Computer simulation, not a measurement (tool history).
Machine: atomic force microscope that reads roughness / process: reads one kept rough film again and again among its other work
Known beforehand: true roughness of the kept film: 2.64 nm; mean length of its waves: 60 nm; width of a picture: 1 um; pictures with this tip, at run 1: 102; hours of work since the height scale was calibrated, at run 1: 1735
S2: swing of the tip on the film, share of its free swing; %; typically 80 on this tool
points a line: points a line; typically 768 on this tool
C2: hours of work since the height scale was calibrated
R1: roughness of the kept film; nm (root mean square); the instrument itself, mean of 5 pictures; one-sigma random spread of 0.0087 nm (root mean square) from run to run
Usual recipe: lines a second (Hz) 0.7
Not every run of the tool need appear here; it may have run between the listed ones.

run 1 hour=0 | lines_a_second_(Hz)=0.7 S2=80 points_a_line=768 | pictures_with_this_tip=102 C2=1735 | R1=2.368
-- hour=14.5 new tip fitted
run 2 hour=29 | lines_a_second_(Hz)=0.7 S2=80 points_a_line=768 | pictures_with_this_tip=40 C2=1757 | R1=2.392
-- hour=66.3 new tip fitted
run 3 hour=70.5 | lines_a_second_(Hz)=0.7 S2=80 points_a_line=388 | pictures_with_this_tip=12 C2=1789 | R1=2.426
-- hour=118.8 new tip fitted
run 4 hour=122.7 | lines_a_second_(Hz)=1.342 S2=80 points_a_line=768 | pictures_with_this_tip=10 C2=1829 | R1=2.33
-- hour=169.4 new tip fitted
run 5 hour=169.4 | lines_a_second_(Hz)=0.7 S2=80 points_a_line=768 | pictures_with_this_tip=0 C2=1865 | R1=2.431
run 6 hour=214.5 | lines_a_second_(Hz)=0.7 S2=80 points_a_line=768 | pictures_with_this_tip=122 C2=1900 | R1=2.337
-- hour=220.7 new tip fitted
-- hour=272.9 new tip fitted
run 7 hour=277.1 | lines_a_second_(Hz)=0.7 S2=80 points_a_line=768 | pictures_with_this_tip=12 C2=1948 | R1=2.424
-- hour=295.7 height scale calibrated on a step standard
-- hour=323.3 new tip fitted
run 8 hour=340.2 | lines_a_second_(Hz)=0.7 S2=80 points_a_line=768 | pictures_with_this_tip=45 C2=34 | R1=2.369
-- hour=376.3 new tip fitted
run 9 hour=386.5 | lines_a_second_(Hz)=0.7 S2=80 points_a_line=768 | pictures_with_this_tip=27 C2=70 | R1=2.354
run 10 hour=420.1 | lines_a_second_(Hz)=0.7 S2=80 points_a_line=768 | pictures_with_this_tip=119 C2=96 | R1=2.296
-- hour=426.7 new tip fitted
run 11 hour=473.5 | lines_a_second_(Hz)=0.7 S2=80 points_a_line=768 | pictures_with_this_tip=127 C2=137 | R1=2.308
-- hour=479 new tip fitted
run 12 hour=502.8 | lines_a_second_(Hz)=0.7 S2=80 points_a_line=768 | pictures_with_this_tip=65 C2=160 | R1=2.352
-- hour=527.6 height scale calibrated on a step standard, once more
-- hour=531.6 new tip fitted
run 13 hour=540.3 | lines_a_second_(Hz)=0.7 S2=80 points_a_line=521 | pictures_with_this_tip=23 C2=9 | R1=2.467
-- hour=582.6 new tip fitted
run 14 hour=584 | lines_a_second_(Hz)=0.7 S2=80 points_a_line=521 | pictures_with_this_tip=4 C2=43 | R1=2.484
run 15 hour=617.8 | lines_a_second_(Hz)=0.7 S2=80 points_a_line=521 | pictures_with_this_tip=96 C2=69 | R1=2.43
-- hour=632.1 new tip fitted
run 16 hour=662.8 | lines_a_second_(Hz)=0.526 S2=80 points_a_line=521 | pictures_with_this_tip=83 C2=104 | R1=2.439
-- hour=683.4 new tip fitted
run 17 hour=701.1 | lines_a_second_(Hz)=0.526 S2=80 points_a_line=521 | pictures_with_this_tip=48 C2=133 | R1=2.471
-- hour=735.8 new tip fitted
run 18 hour=754.6 | lines_a_second_(Hz)=0.526 S2=80 points_a_line=521 | pictures_with_this_tip=51 C2=175 | R1=2.464
-- hour=785.1 new tip fitted
run 19 hour=789.2 | lines_a_second_(Hz)=0.7 S2=80 points_a_line=517 | pictures_with_this_tip=12 C2=201 | R1=2.479
-- hour=834.1 new tip fitted
run 20 hour=837 | lines_a_second_(Hz)=0.603 S2=82 points_a_line=296 | pictures_with_this_tip=7 C2=238 | R1=2.481
run 21 hour=869.6 | lines_a_second_(Hz)=0.603 S2=82 points_a_line=296 | pictures_with_this_tip=96 C2=263 | R1=2.394
-- hour=884 new tip fitted
run 22 hour=899.6 | lines_a_second_(Hz)=1.071 S2=83 points_a_line=355 | pictures_with_this_tip=43 C2=286 | R1=2.373
-- hour=934.3 new tip fitted
run 23 hour=940.2 | lines_a_second_(Hz)=1.141 S2=80 points_a_line=781 | pictures_with_this_tip=16 C2=318 | R1=2.415
run 24 hour=978 | lines_a_second_(Hz)=1.141 S2=70 points_a_line=523 | pictures_with_this_tip=119 C2=347 | R1=2.394
-- hour=987.4 new tip fitted
run 25 hour=1017.2 | lines_a_second_(Hz)=1.763 S2=62 points_a_line=545 | pictures_with_this_tip=81 C2=377 | R1=2.436
-- hour=1038.1 new tip fitted
run 26 hour=1075.7 | lines_a_second_(Hz)=1.054 S2=62 points_a_line=373 | pictures_with_this_tip=102 C2=422 | R1=2.432
-- hour=1087.3 new tip fitted
-- hour=1138.7 new tip fitted
run 27 hour=1138.7 | lines_a_second_(Hz)=1.054 S2=62 points_a_line=373 | pictures_with_this_tip=0 C2=471 | R1=2.5
run 28 hour=1175.6 | lines_a_second_(Hz)=0.526 S2=62 points_a_line=502 | pictures_with_this_tip=99 C2=499 | R1=2.47
-- hour=1191.5 new tip fitted
run 29 hour=1229.9 | lines_a_second_(Hz)=2.132 S2=79 points_a_line=768 | pictures_with_this_tip=104 C2=541 | R1=2.257
-- hour=1244.1 new tip fitted
run 30 hour=1281.7 | lines_a_second_(Hz)=1.331 S2=79 points_a_line=999 | pictures_with_this_tip=102 C2=581 | R1=2.339
-- hour=1295.8 new tip fitted
run 31 hour=1334.4 | lines_a_second_(Hz)=1.331 S2=79 points_a_line=999 | pictures_with_this_tip=105 C2=622 | R1=2.327
-- hour=1346.6 new tip fitted
run 32 hour=1392.1 | lines_a_second_(Hz)=0.938 S2=73 points_a_line=265 | pictures_with_this_tip=123 C2=666 | R1=2.375
-- hour=1398.2 new tip fitted
-- hour=1450.1 new tip fitted
run 33 hour=1457.1 | lines_a_second_(Hz)=2.135 S2=61 points_a_line=840 | pictures_with_this_tip=19 C2=716 | R1=2.461

Consider 5 possible next runs. They are alternatives, not a sequence: every one starts from the tool as it was left by run 33. What does each give?
-- hour=1499.6 new tip fitted
run A hour=1502.5 | lines_a_second_(Hz)=2.274 S2=63 points_a_line=840 | pictures_with_this_tip=8 C2=751 | R1=?
-- hour=1499.6 new tip fitted
run B hour=1502.5 | lines_a_second_(Hz)=0.7 S2=61 points_a_line=488 | pictures_with_this_tip=8 C2=751 | R1=?
-- hour=1499.6 new tip fitted
run C hour=1502.5 | lines_a_second_(Hz)=0.7 S2=58 points_a_line=392 | pictures_with_this_tip=8 C2=751 | R1=?
-- hour=1499.6 new tip fitted
run D hour=1502.5 | lines_a_second_(Hz)=0.597 S2=61 points_a_line=840 | pictures_with_this_tip=8 C2=751 | R1=?
-- hour=1499.6 new tip fitted
run E hour=1502.5 | lines_a_second_(Hz)=0.7 S2=72 points_a_line=696 | pictures_with_this_tip=8 C2=751 | R1=?

run=A R1=2.45
run=B R1=2.539
run=C R1=2.532
run=D R1=2.519
run=E R1=2.499
Stripped of hidden state, with their random variation kept, the same runs would have yielded:
run=A R1=2.476
run=B R1=2.567
run=C R1=2.56
run=D R1=2.547
run=E R1=2.526

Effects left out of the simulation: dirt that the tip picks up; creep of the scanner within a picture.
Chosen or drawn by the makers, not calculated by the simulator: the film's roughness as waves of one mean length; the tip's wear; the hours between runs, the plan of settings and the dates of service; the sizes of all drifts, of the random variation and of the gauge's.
